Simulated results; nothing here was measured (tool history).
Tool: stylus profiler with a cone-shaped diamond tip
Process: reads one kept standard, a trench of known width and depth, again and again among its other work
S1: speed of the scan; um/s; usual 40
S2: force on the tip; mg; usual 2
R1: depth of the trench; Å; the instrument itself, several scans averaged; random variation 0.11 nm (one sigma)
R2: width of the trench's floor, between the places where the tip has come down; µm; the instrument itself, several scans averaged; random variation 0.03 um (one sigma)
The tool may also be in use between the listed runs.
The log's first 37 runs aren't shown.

run,day,S1,S2,R1,R2
38,20.675,30,0.75,10071.9,45.21
39,21.4,106,0.86,10080.2,44.88
40,22.054,41,2.96,10185,45.24
41,22.733,104,1.79,10131,44.98
42,23.296,14,1.79,10132.1,45.3
43,23.658,107,5.27,10272,45.14
44,24.038,21,3.76,10216.4,45.18
45,24.408,147,1.21,10098.2,44.8
46,24.838,33,1.21,10100.5,45.17

Forecast each of these 4 alternatives for the next run:
A,25.604,39,1.21,?,?
B,25.604,40,1.11,?,?
C,25.604,47,2,?,?
D,25.604,55,2,?,?

run,R1,R2
A,10099.7,45.09
B,10093.8,45.09
C,10140.3,45.17
D,10140.4,45.08
Without the tool's hidden state the same runs would have given:
run,R1,R2
A,10103.2,46.38
B,10097.3,46.37
C,10143.8,46.45
D,10144,46.37
